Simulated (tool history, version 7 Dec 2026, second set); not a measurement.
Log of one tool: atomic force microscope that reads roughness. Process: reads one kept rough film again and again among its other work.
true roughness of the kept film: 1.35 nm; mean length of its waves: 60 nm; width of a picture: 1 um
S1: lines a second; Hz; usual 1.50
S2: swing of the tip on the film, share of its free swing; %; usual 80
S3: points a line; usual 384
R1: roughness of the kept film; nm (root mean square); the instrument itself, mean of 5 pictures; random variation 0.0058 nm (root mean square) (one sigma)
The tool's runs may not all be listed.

| run | hour | S1 | S2 | S3 | R1 |
|---|---|---|---|---|---|
| 1 | 0.0 | 1.50 | 80 | 384 | 1.174 |
|  | 19.8 | new tip fitted |
| 2 | 19.8 | 1.50 | 80 | 384 | 1.216 |
| 3 | 35.1 | 1.50 | 60 | 384 | 1.269 |
| 4 | 52.4 | 1.50 | 60 | 384 | 1.274 |
| 5 | 67.3 | 1.50 | 80 | 343 | 1.201 |
| 6 | 77.7 | 1.50 | 80 | 638 | 1.198 |
| 7 | 88.1 | 1.50 | 64 | 638 | 1.251 |
| 8 | 100.8 | 1.50 | 64 | 638 | 1.252 |
| 9 | 114.1 | 1.50 | 64 | 638 | 1.241 |
| 10 | 126.4 | 3.80 | 80 | 384 | 1.063 |
|  | 129.1 | height scale calibrated on a step standard |
| 11 | 137.5 | 3.80 | 80 | 384 | 1.066 |
| 12 | 152.3 | 1.50 | 63 | 384 | 1.227 |
| 13 | 172.6 | 1.50 | 80 | 606 | 1.157 |
| 14 | 184.4 | 1.50 | 80 | 606 | 1.159 |
|  | 204.2 | new tip fitted |
| 15 | 205.2 | 1.50 | 80 | 606 | 1.214 |
|  | 211.1 | height scale calibrated on a step standard, once more |
| 16 | 218.0 | 2.14 | 59 | 713 | 1.275 |
| 17 | 230.0 | 2.63 | 83 | 434 | 1.129 |
| 18 | 238.4 | 1.51 | 65 | 833 | 1.274 |
| 19 | 258.6 | 1.46 | 68 | 274 | 1.254 |
| 20 | 267.7 | 3.99 | 60 | 274 | 1.211 |
| 21 | 281.9 | 1.77 | 62 | 274 | 1.263 |
| 22 | 291.5 | 1.26 | 62 | 416 | 1.258 |
| 23 | 311.3 | 2.15 | 62 | 416 | 1.244 |
| 24 | 321.9 | 1.50 | 68 | 384 | 1.227 |
| 25 | 330.8 | 1.13 | 80 | 384 | 1.221 |
| 26 | 349.5 | 0.66 | 61 | 291 | 1.259 |
| 27 | 367.0 | 0.66 | 61 | 291 | 1.244 |

4 ways to go on from here, each from the tool as it stands after run 27. What would each give?
| A | 379.8 | 2.08 | 61 | 411 | ? |
| B | 379.8 | 2.13 | 55 | 345 | ? |
| C | 379.8 | 2.18 | 80 | 401 | ? |
| D | 379.8 | 0.66 | 61 | 693 | ? |

| run | R1 |
|---|---|
| A | 1.214 |
| B | 1.232 |
| C | 1.140 |
| D | 1.267 |
Without the tool's hidden state the same runs would have given:
| run | R1 |
|---|---|
| A | 1.271 |
| B | 1.291 |
| C | 1.194 |
| D | 1.327 |

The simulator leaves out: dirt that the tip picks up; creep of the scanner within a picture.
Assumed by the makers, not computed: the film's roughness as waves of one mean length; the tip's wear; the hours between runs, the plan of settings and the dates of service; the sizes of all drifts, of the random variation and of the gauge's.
